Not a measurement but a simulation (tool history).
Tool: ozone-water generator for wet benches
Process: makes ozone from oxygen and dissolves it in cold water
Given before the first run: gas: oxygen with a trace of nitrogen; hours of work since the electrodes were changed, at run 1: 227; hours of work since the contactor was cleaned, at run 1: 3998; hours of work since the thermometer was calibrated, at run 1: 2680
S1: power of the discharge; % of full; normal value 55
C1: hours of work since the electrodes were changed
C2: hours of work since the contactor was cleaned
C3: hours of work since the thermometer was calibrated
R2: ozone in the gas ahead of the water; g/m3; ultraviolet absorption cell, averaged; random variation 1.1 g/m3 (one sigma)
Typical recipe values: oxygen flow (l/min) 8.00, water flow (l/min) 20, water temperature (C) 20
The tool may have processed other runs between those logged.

run 1 hour=0.0 | S1=55 oxygen_flow_(l/min)=8.00 water_flow_(l/min)=20 water_temperature_(C)=20 | C1=227 C2=3998 C3=2680 | dissolved_ozone_(ppm)=20.5 R2=188.5
run 2 hour=18.5 | S1=55 oxygen_flow_(l/min)=8.00 water_flow_(l/min)=20 water_temperature_(C)=20 | C1=239 C2=4011 C3=2692 | dissolved_ozone_(ppm)=20.3 R2=189.4
run 3 hour=47.5 | S1=55 oxygen_flow_(l/min)=8.00 water_flow_(l/min)=20 water_temperature_(C)=25 | C1=259 C2=4030 C3=2712 | dissolved_ozone_(ppm)=18.7 R2=187.2
run 4 hour=71.2 | S1=55 oxygen_flow_(l/min)=7.35 water_flow_(l/min)=20 water_temperature_(C)=20 | C1=275 C2=4046 C3=2728 | dissolved_ozone_(ppm)=20.9 R2=200.9
run 5 hour=101.6 | S1=55 oxygen_flow_(l/min)=7.35 water_flow_(l/min)=20 water_temperature_(C)=20 | C1=295 C2=4067 C3=2749 | dissolved_ozone_(ppm)=20.9 R2=199.0
run 6 hour=115.3 | S1=55 oxygen_flow_(l/min)=7.35 water_flow_(l/min)=20 water_temperature_(C)=20 | C1=305 C2=4076 C3=2758 | dissolved_ozone_(ppm)=20.9 R2=199.2
run 7 hour=135.5 | S1=55 oxygen_flow_(l/min)=7.35 water_flow_(l/min)=20 water_temperature_(C)=20 | C1=318 C2=4090 C3=2771 | dissolved_ozone_(ppm)=20.7 R2=199.9
run 8 hour=163.5 | S1=99 oxygen_flow_(l/min)=8.00 water_flow_(l/min)=20 water_temperature_(C)=20 | C1=337 C2=4109 C3=2790 | dissolved_ozone_(ppm)=32.0 R2=292.7
run 9 hour=177.1 | S1=99 oxygen_flow_(l/min)=8.00 water_flow_(l/min)=20 water_temperature_(C)=20 | C1=346 C2=4118 C3=2800 | dissolved_ozone_(ppm)=31.9 R2=291.0
run 10 hour=206.9 | S1=55 oxygen_flow_(l/min)=8.00 water_flow_(l/min)=20 water_temperature_(C)=20 | C1=366 C2=4138 C3=2820 | dissolved_ozone_(ppm)=20.6 R2=186.4
run 11 hour=220.2 | S1=97 oxygen_flow_(l/min)=8.00 water_flow_(l/min)=20 water_temperature_(C)=20 | C1=375 C2=4147 C3=2829 | dissolved_ozone_(ppm)=31.1 R2=291.1
run 12 hour=247.9 | S1=59 oxygen_flow_(l/min)=8.00 water_flow_(l/min)=20 water_temperature_(C)=20 | C1=394 C2=4166 C3=2848 | dissolved_ozone_(ppm)=21.6 R2=199.4
run 13 hour=275.0 | S1=59 oxygen_flow_(l/min)=8.00 water_flow_(l/min)=20 water_temperature_(C)=20 | C1=413 C2=4184 C3=2866 | dissolved_ozone_(ppm)=21.3 R2=198.2
run 14 hour=298.9 | S1=92 oxygen_flow_(l/min)=4.50 water_flow_(l/min)=27 water_temperature_(C)=20 | C1=429 C2=4200 C3=2882 | dissolved_ozone_(ppm)=25.4 R2=411.2
run 15 hour=318.0 | S1=68 oxygen_flow_(l/min)=12.85 water_flow_(l/min)=22 water_temperature_(C)=16 | C1=442 C2=4213 C3=2895 | dissolved_ozone_(ppm)=20.8 R2=158.3
run 16 hour=335.2 | S1=71 oxygen_flow_(l/min)=12.85 water_flow_(l/min)=22 water_temperature_(C)=16 | C1=453 C2=4225 C3=2907 | dissolved_ozone_(ppm)=21.9 R2=163.3
run 17 hour=356.8 | S1=71 oxygen_flow_(l/min)=12.85 water_flow_(l/min)=22 water_temperature_(C)=16 | C1=468 C2=4239 C3=2921 | dissolved_ozone_(ppm)=21.8 R2=163.4
run 18 hour=381.9 | S1=71 oxygen_flow_(l/min)=12.85 water_flow_(l/min)=22 water_temperature_(C)=16 | C1=485 C2=4256 C3=2938 | dissolved_ozone_(ppm)=21.6 R2=161.7
run 19 hour=396.3 | S1=70 oxygen_flow_(l/min)=5.17 water_flow_(l/min)=20 water_temperature_(C)=15 | C1=494 C2=4266 C3=2948 | dissolved_ozone_(ppm)=28.8 R2=303.7
run 20 hour=424.5 | S1=55 oxygen_flow_(l/min)=13.07 water_flow_(l/min)=13 water_temperature_(C)=20 | C1=514 C2=4285 C3=2967 | dissolved_ozone_(ppm)=21.7 R2=133.9
run 21 hour=445.1 | S1=55 oxygen_flow_(l/min)=13.07 water_flow_(l/min)=13 water_temperature_(C)=20 | C1=527 C2=4299 C3=2981 | dissolved_ozone_(ppm)=21.7 R2=133.8
run 22 hour=469.1 | S1=46 oxygen_flow_(l/min)=13.22 water_flow_(l/min)=24 water_temperature_(C)=24 | C1=544 C2=4315 C3=2997 | dissolved_ozone_(ppm)=12.5 R2=114.9

Forecast each of these 4 alternatives for the next run:
run A hour=485.9 | S1=67 oxygen_flow_(l/min)=12.39 water_flow_(l/min)=24 water_temperature_(C)=23 | C1=555 C2=4326 C3=3008 | dissolved_ozone_(ppm)=? R2=?
run B hour=485.9 | S1=55 oxygen_flow_(l/min)=8.81 water_flow_(l/min)=16 water_temperature_(C)=20 | C1=555 C2=4326 C3=3008 | dissolved_ozone_(ppm)=? R2=?
run C hour=485.9 | S1=42 oxygen_flow_(l/min)=6.49 water_flow_(l/min)=20 water_temperature_(C)=20 | C1=555 C2=4326 C3=3008 | dissolved_ozone_(ppm)=? R2=?
run D hour=485.9 | S1=58 oxygen_flow_(l/min)=13.22 water_flow_(l/min)=17 water_temperature_(C)=13 | C1=555 C2=4326 C3=3008 | dissolved_ozone_(ppm)=? R2=?

run=A dissolved_ozone_(ppm)=17.3 R2=159.4
run=B dissolved_ozone_(ppm)=22.8 R2=176.1
run=C dissolved_ozone_(ppm)=17.4 R2=178.5
run=D dissolved_ozone_(ppm)=23.1 R2=136.9
With no hidden state in the tool, these same runs would have given:
run=A dissolved_ozone_(ppm)=18.5 R2=161.1
run=B dissolved_ozone_(ppm)=24.3 R2=177.7
run=C dissolved_ozone_(ppm)=18.5 R2=179.7
run=D dissolved_ozone_(ppm)=24.6 R2=138.2

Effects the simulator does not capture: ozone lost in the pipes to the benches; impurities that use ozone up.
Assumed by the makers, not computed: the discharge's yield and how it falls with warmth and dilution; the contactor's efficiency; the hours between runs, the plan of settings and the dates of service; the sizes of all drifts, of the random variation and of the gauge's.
